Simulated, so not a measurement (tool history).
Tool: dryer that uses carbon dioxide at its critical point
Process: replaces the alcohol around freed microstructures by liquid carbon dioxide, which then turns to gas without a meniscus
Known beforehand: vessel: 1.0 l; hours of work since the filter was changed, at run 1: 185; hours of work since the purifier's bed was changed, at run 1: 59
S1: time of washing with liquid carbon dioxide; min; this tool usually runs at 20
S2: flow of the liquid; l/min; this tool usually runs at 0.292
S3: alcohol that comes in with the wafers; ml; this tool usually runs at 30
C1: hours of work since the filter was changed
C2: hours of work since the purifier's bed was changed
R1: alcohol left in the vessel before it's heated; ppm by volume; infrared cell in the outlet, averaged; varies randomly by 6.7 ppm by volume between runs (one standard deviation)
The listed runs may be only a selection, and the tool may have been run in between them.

{"run": 1, "day": 0.0, "S1": 20, "S2": 0.292, "S3": 30, "C1": 185, "C2": 59, "R1": 374}
{"run": 2, "day": 1.833, "S1": 20, "S2": 0.292, "S3": 30, "C1": 200, "C2": 74, "R1": 391}
{"run": 3, "day": 4.283, "S1": 20, "S2": 0.292, "S3": 65, "C1": 220, "C2": 95, "R1": 862}
{"run": 4, "day": 6.104, "S1": 20, "S2": 0.378, "S3": 30, "C1": 235, "C2": 110, "R1": 113}
{"run": 5, "day": 8.729, "S1": 20, "S2": 0.378, "S3": 30, "C1": 257, "C2": 131, "R1": 135}
{"run": 6, "day": 10.654, "S1": 20, "S2": 0.292, "S3": 30, "C1": 273, "C2": 147, "R1": 449}
{"run": 7, "day": 12.871, "S1": 20, "S2": 0.292, "S3": 30, "C1": 291, "C2": 166, "R1": 439}
{"run": 8, "day": 14.171, "S1": 20, "S2": 0.292, "S3": 30, "C1": 302, "C2": 176, "R1": 433}
{"run": 9, "day": 15.321, "S1": 20, "S2": 0.292, "S3": 98, "C1": 311, "C2": 186, "R1": 1495}
{"run": 10, "day": 17.917, "S1": 20, "S2": 0.292, "S3": 98, "C1": 333, "C2": 207, "R1": 1544}
{"run": 11, "day": 20.617, "S1": 13, "S2": 0.292, "S3": 30, "C1": 355, "C2": 230, "R1": 2039}
{"run": 12, "day": 22.929, "S1": 20, "S2": 0.292, "S3": 30, "C1": 374, "C2": 249, "R1": 527}
{"run": 13, "day": 24.429, "S1": 20, "S2": 0.292, "S3": 30, "C1": 387, "C2": 261, "R1": 527}
{"run": 14, "day": 26.783, "S1": 20, "S2": 0.292, "S3": 30, "C1": 406, "C2": 281, "R1": 536}
{"day": 28.35, "done": "inlet filter changed"}
{"run": 15, "day": 28.467, "S1": 20, "S2": 0.292, "S3": 30, "C1": 1, "C2": 294, "R1": 340}
{"run": 16, "day": 29.758, "S1": 20, "S2": 0.292, "S3": 30, "C1": 12, "C2": 305, "R1": 342}
{"run": 17, "day": 32.121, "S1": 20, "S2": 0.292, "S3": 30, "C1": 31, "C2": 324, "R1": 355}
{"run": 18, "day": 33.496, "S1": 20, "S2": 0.292, "S3": 30, "C1": 43, "C2": 336, "R1": 360}
{"run": 19, "day": 34.804, "S1": 20, "S2": 0.249, "S3": 30, "C1": 53, "C2": 347, "R1": 684}
{"run": 20, "day": 36.258, "S1": 20, "S2": 0.249, "S3": 30, "C1": 65, "C2": 359, "R1": 708}
{"run": 21, "day": 38.246, "S1": 17, "S2": 0.335, "S3": 41, "C1": 82, "C2": 375, "R1": 554}
{"run": 22, "day": 40.988, "S1": 17, "S2": 0.382, "S3": 34, "C1": 105, "C2": 398, "R1": 274}
{"run": 23, "day": 42.242, "S1": 23, "S2": 0.382, "S3": 34, "C1": 115, "C2": 408, "R1": 77}
{"run": 24, "day": 43.462, "S1": 27, "S2": 0.23, "S3": 24, "C1": 125, "C2": 418, "R1": 287}
{"run": 25, "day": 44.812, "S1": 14, "S2": 0.292, "S3": 30, "C1": 136, "C2": 430, "R1": 1428}
{"run": 26, "day": 47.079, "S1": 14, "S2": 0.292, "S3": 30, "C1": 155, "C2": 448, "R1": 1447}
{"run": 27, "day": 49.317, "S1": 20, "S2": 0.243, "S3": 106, "C1": 173, "C2": 467, "R1": 2914}
{"run": 28, "day": 51.375, "S1": 20, "S2": 0.243, "S3": 106, "C1": 191, "C2": 484, "R1": 3009}
{"run": 29, "day": 52.667, "S1": 13, "S2": 0.371, "S3": 109, "C1": 201, "C2": 495, "R1": 2900}
{"run": 30, "day": 54.429, "S1": 12, "S2": 0.371, "S3": 40, "C1": 216, "C2": 509, "R1": 1474}
{"run": 31, "day": 57.117, "S1": 12, "S2": 0.371, "S3": 89, "C1": 238, "C2": 531, "R1": 3307}
{"run": 32, "day": 59.35, "S1": 17, "S2": 0.446, "S3": 49, "C1": 256, "C2": 550, "R1": 234}
{"run": 33, "day": 60.821, "S1": 17, "S2": 0.257, "S3": 30, "C1": 269, "C2": 562, "R1": 1354}
{"run": 34, "day": 63.188, "S1": 17, "S2": 0.257, "S3": 30, "C1": 288, "C2": 582, "R1": 1377}
{"run": 35, "day": 64.938, "S1": 20, "S2": 0.3, "S3": 30, "C1": 303, "C2": 596, "R1": 490}
{"run": 36, "day": 66.367, "S1": 22, "S2": 0.3, "S3": 22, "C1": 315, "C2": 608, "R1": 268}
{"run": 37, "day": 68.333, "S1": 22, "S2": 0.3, "S3": 22, "C1": 331, "C2": 624, "R1": 268}

Across each entry between runs, compare the hidden state at the last listed run before it with the hidden state at the first listed run after it:
Between runs 14 and 15: inlet filter changed (day 28.35)
  flow that reaches the vessel past the clogged filter, %: 88.3 -> 99.2; alcohol in the recycled carbon dioxide, ppm: 36.8 -> 38.3
  measured less the result without the state, R1: +244 -> +45 ppm by volume
